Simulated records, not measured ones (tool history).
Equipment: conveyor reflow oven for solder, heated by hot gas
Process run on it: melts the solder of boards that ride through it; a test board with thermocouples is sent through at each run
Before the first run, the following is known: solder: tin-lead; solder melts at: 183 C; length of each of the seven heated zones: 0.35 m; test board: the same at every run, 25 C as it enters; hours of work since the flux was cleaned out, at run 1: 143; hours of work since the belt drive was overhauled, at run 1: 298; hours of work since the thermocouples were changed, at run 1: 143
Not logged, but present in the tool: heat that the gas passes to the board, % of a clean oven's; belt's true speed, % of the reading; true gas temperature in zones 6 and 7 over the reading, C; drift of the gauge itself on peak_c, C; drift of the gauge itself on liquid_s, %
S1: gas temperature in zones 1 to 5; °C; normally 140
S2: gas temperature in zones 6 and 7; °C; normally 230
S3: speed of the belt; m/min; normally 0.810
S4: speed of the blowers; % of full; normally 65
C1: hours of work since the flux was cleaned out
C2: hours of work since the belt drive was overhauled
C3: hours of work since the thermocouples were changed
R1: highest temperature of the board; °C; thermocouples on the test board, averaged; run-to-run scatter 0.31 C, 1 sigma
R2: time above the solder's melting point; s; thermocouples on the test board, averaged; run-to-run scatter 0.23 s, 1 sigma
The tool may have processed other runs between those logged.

run   hour   S1   S2     S3  S4   C1   C2   C3     R1    R2
  1    0.0  140  230  0.810  65  143  298  143  206.0  30.0
  2   98.8  140  230  0.810  65  199  354  199  205.7  30.1
  3  139.8  140  230  0.810  65  223  377  223  205.2  29.9
  4  210.1  140  230  0.810  65  263  417  263  205.1  30.0
  5  281.0  140  230  0.810  65  303  457  303  205.3  29.9
  6  346.7  140  230  0.810  86  340  495  340  211.3  35.6
  7  390.3  140  230  0.810  65  365  519  365  205.2  29.1
  8  484.0  140  230  0.810  65  418  573  418  204.1  29.3
  9  539.1  140  230  0.810  65  449  604  449  203.8  28.8
     578.2  -- flux residue cleaned out of gas plates and filters
 10  586.2  140  230  0.810  65    5  628  473  208.3  32.8
 11  657.5  140  230  0.810  65   45  668  514  207.2  32.3
 12  738.8  140  230  0.810  65   91  714  560  207.8  32.0
 13  795.8  140  230  0.810  65  124  747  592  207.1  32.0
 14  866.1  140  230  0.810  65  163  787  632  206.6  31.8
 15  916.5  143  234  0.931  88  192  815  661  212.4  32.3

Run 16, settings as shown, results not yet in. Your forecast:
 16  984.9  147  226  0.924  65  231  854  700   ?   ?

Run 16 produced R1 199.9 °C, R2 23.8 s.
Minus the tool's unlogged condition, the same run would have read R1 199.3 °C, R2 23.2 s.
